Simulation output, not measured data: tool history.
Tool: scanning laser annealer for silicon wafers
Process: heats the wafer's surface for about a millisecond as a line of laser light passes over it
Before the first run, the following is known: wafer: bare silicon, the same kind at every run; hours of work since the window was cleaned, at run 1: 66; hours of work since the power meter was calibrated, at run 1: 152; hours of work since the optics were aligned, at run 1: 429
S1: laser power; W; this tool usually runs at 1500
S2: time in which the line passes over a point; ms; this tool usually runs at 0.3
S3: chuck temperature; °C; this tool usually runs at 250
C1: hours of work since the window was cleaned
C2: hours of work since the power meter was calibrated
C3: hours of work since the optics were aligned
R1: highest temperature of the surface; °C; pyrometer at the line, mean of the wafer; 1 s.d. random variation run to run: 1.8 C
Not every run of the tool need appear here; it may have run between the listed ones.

Run 1, hour 0: usual settings; C1 66; C2 152; C3 429. Result: R1 964 °C.
Run 2, hour 7: usual settings; C1 71; C2 157; C3 433. Result: R1 966 °C.
Run 3, hour 13.3: usual settings but S1 1437 W; C1 75; C2 161; C3 438. Result: R1 939 °C.
Run 4, hour 22: usual settings but S1 1437 W; C1 81; C2 167; C3 443. Result: R1 937 °C.
Run 5, hour 36.8: usual settings but S1 1437 W; C1 90; C2 176; C3 453. Result: R1 935 °C.
Run 6, hour 46.7: usual settings but S1 1437 W; C1 97; C2 183; C3 459. Result: R1 934 °C.
Run 7, hour 54.1: usual settings but S2 0.225 ms; C1 101; C2 187; C3 464. Result: R1 849 °C.
Run 8, hour 61.1: usual settings; C1 106; C2 192; C3 469. Result: R1 959 °C.
Run 9, hour 72: usual settings; C1 113; C2 199; C3 476. Result: R1 964 °C.
Run 10, hour 85.5: usual settings; C1 122; C2 208; C3 484. Result: R1 959 °C.
Run 11, hour 99.6: usual settings; C1 131; C2 217; C3 493. Result: R1 957 °C.
Run 12, hour 111.7: usual settings but S3 288 °C; C1 139; C2 225; C3 501. Result: R1 995 °C.
Run 13, hour 126.4: usual settings but S3 288 °C; C1 148; C2 234; C3 511. Result: R1 996 °C.
Run 14, hour 133.7: usual settings; C1 153; C2 239; C3 516. Result: R1 955 °C.
Run 15, hour 147.3: usual settings but S3 273 °C; C1 162; C2 248; C3 524. Result: R1 979 °C.
Run 16, hour 157.5: usual settings but S3 273 °C; C1 169; C2 254; C3 531. Result: R1 977 °C.
Run 17, hour 164.5: usual settings but S3 247 °C; C1 173; C2 259; C3 536. Result: R1 951 °C.
Run 18, hour 172.5: usual settings but S3 213 °C; C1 178; C2 264; C3 541. Result: R1 918 °C.
Run 19, hour 186.4: usual settings but S3 213 °C; C1 187; C2 273; C3 550. Result: R1 913 °C.
Run 20, hour 198.9: usual settings but S3 213 °C; C1 195; C2 281; C3 558. Result: R1 913 °C.
Run 21, hour 213.1: usual settings but S2 0.218 ms, S3 213 °C; C1 205; C2 291; C3 567. Result: R1 792 °C.
Run 22, hour 223.3: usual settings but S3 223 °C; C1 211; C2 297; C3 574. Result: R1 923 °C.
Run 23, hour 233.5: usual settings but S1 1649 W, S3 223 °C; C1 218; C2 304; C3 580. Result: R1 986 °C.
Run 24, hour 246.1: usual settings but S1 1637 W, S2 0.321 ms; C1 226; C2 312; C3 588. Result: R1 1040 °C.
Run 25, hour 259.2: usual settings but S1 1637 W, S2 0.282 ms, S3 239 °C; C1 234; C2 320; C3 597. Result: R1 968 °C.
Run 26, hour 266.3: usual settings but S1 1637 W, S2 0.295 ms, S3 239 °C; C1 239; C2 325; C3 602. Result: R1 988 °C.
Run 27, hour 278.3: usual settings but S1 1294 W, S2 0.322 ms, S3 236 °C; C1 247; C2 333; C3 609. Result: R1 867 °C.
Run 28, hour 291.1: usual settings but S1 1294 W, S2 0.322 ms, S3 236 °C; C1 255; C2 341; C3 618. Result: R1 864 °C.
Run 29, hour 301.8: usual settings but S1 1646 W, S2 0.219 ms, S3 267 °C; C1 262; C2 348; C3 625. Result: R1 893 °C.
Run 30, hour 312.4: usual settings but S1 1646 W, S2 0.219 ms, S3 267 °C; C1 269; C2 355; C3 631. Result: R1 897 °C.
Run 31, hour 320.8: usual settings but S1 1524 W, S2 0.352 ms; C1 274; C2 360; C3 637. Result: R1 1023 °C.
Run 32, hour 328.8: usual settings but S1 1524 W, S2 0.352 ms; C1 280; C2 366; C3 642. Result: R1 1022 °C.
Run 33, hour 335.2: usual settings but S1 1650 W; C1 284; C2 370; C3 646. Result: R1 1008 °C.
Run 34, hour 350: usual settings but S1 1650 W, S2 0.369 ms, S3 281 °C; C1 293; C2 379; C3 656. Result: R1 1136 °C.
Run 35, hour 358.3: usual settings but S1 1499 W, S2 0.252 ms, S3 254 °C; C1 299; C2 385; C3 661. Result: R1 878 °C.
At hour 365: window over the wafer cleaned.
Run 36, hour 366.5: usual settings but S1 1499 W, S2 0.297 ms, S3 210 °C; C1 1; C2 389; C3 665. Result: R1 922 °C.
Run 37, hour 377.9: usual settings but S2 0.34 ms, S3 227 °C; C1 8; C2 396; C3 673. Result: R1 997 °C.
Run 38, hour 389.9: usual settings but S1 1639 W, S2 0.318 ms, S3 221 °C; C1 16; C2 404; C3 680. Result: R1 1028 °C.
Run 39, hour 404.8: usual settings but S1 1639 W, S2 0.347 ms, S3 256 °C; C1 26; C2 414; C3 690. Result: R1 1105 °C.
Run 40, hour 414.7: usual settings but S1 1571 W, S2 0.347 ms, S3 219 °C; C1 32; C2 420; C3 697. Result: R1 1032 °C.
Run 41, hour 424.7: usual settings but S1 1390 W, S2 0.275 ms, S3 242 °C; C1 39; C2 426; C3 703. Result: R1 872 °C.
Run 42, hour 431.8: usual settings but S1 1565 W, S2 0.275 ms, S3 242 °C; C1 43; C2 431; C3 708. Result: R1 946 °C.

Pick out some run-to-run changes in R1. Of each, how much would a tool without hidden state show as well, from the settings, what came in and chance, and how much is left for the hidden state and any gauge scatter not in both results compared?
Unlogged tool condition in this case: light that passes the window, % of a clean one's; laser's true power over the reading, %; width of the line over the set one, %; drift of the gauge itself on peak_c, C.
Run 21 -> 22: S2 0.218 -> 0.3, S3 213 -> 223. R1 +131 °C: hidden state -5, all else +136.
Run 30 -> 31: S1 1646 -> 1524, S2 0.219 -> 0.352, S3 267 -> 250. R1 +126 °C: hidden state -9, all else +135.
Run 34 -> 35: S1 1650 -> 1499, S2 0.369 -> 0.252, S3 281 -> 254. R1 -258 °C: hidden state +13, all else -271.
Run 35 -> 36: S2 0.252 -> 0.297, S3 254 -> 210, window over the wafer cleaned. R1 +44 °C: hidden state +25, all else +19.
Run 40 -> 41: S1 1571 -> 1390, S2 0.347 -> 0.275, S3 219 -> 242. R1 -160 °C: hidden state +3, all else -163.
